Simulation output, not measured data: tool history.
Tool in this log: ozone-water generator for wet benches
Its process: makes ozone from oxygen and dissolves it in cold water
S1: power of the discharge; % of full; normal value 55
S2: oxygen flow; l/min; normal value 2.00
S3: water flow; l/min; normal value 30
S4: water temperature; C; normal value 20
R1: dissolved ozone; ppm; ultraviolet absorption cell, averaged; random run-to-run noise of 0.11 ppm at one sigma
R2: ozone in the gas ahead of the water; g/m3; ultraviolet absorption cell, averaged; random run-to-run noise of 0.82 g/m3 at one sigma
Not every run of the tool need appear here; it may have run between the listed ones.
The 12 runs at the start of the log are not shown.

{"run": 13, "day": 19.65, "S1": 55, "S2": 2.0, "S3": 30, "S4": 20, "R1": 5.2, "R2": 121.4}
{"run": 14, "day": 21.629, "S1": 55, "S2": 2.0, "S3": 30, "S4": 20, "R1": 5.3, "R2": 121.4}
{"run": 15, "day": 23.692, "S1": 55, "S2": 2.0, "S3": 30, "S4": 20, "R1": 5.3, "R2": 121.3}
{"run": 16, "day": 25.267, "S1": 55, "S2": 2.0, "S3": 30, "S4": 20, "R1": 5.2, "R2": 122.4}
{"run": 17, "day": 26.583, "S1": 55, "S2": 1.73, "S3": 30, "S4": 20, "R1": 4.9, "R2": 128.7}
{"run": 18, "day": 27.625, "S1": 55, "S2": 2.0, "S3": 30, "S4": 12, "R1": 5.4, "R2": 121.1}
{"run": 19, "day": 29.25, "S1": 82, "S2": 2.0, "S3": 41, "S4": 12, "R1": 4.8, "R2": 156.9}
{"run": 20, "day": 30.762, "S1": 82, "S2": 2.0, "S3": 41, "S4": 12, "R1": 4.6, "R2": 155.7}
{"run": 21, "day": 32.621, "S1": 87, "S2": 1.17, "S3": 45, "S4": 25, "R1": 3.2, "R2": 202.2}
{"run": 22, "day": 33.65, "S1": 58, "S2": 1.91, "S3": 33, "S4": 25, "R1": 4.6, "R2": 127.8}
{"run": 23, "day": 34.725, "S1": 84, "S2": 2.0, "S3": 30, "S4": 20, "R1": 6.7, "R2": 160.0}
{"run": 24, "day": 35.621, "S1": 80, "S2": 1.31, "S3": 30, "S4": 25, "R1": 5.2, "R2": 183.0}
{"run": 25, "day": 36.479, "S1": 98, "S2": 1.36, "S3": 30, "S4": 20, "R1": 6.4, "R2": 203.4}
{"run": 26, "day": 37.633, "S1": 43, "S2": 1.04, "S3": 30, "S4": 19, "R1": 3.2, "R2": 135.1}
{"run": 27, "day": 38.996, "S1": 55, "S2": 2.83, "S3": 19, "S4": 20, "R1": 9.1, "R2": 105.0}
{"run": 28, "day": 41.067, "S1": 55, "S2": 1.66, "S3": 19, "S4": 20, "R1": 7.7, "R2": 129.0}
{"run": 29, "day": 43.004, "S1": 55, "S2": 2.0, "S3": 40, "S4": 20, "R1": 3.7, "R2": 121.6}

Estimate the outcome of run 30 from the log above:
{"run": 30, "day": 44.679, "S1": 46, "S2": 3.02, "S3": 40, "S4": 15, "R1": "?", "R2": "?"}

{"run 30": {"R1": 4.0, "R2": 90.6}}
With no hidden state in the tool, this same run would have given R1 4.3 ppm, R2 96.2 g/m3.
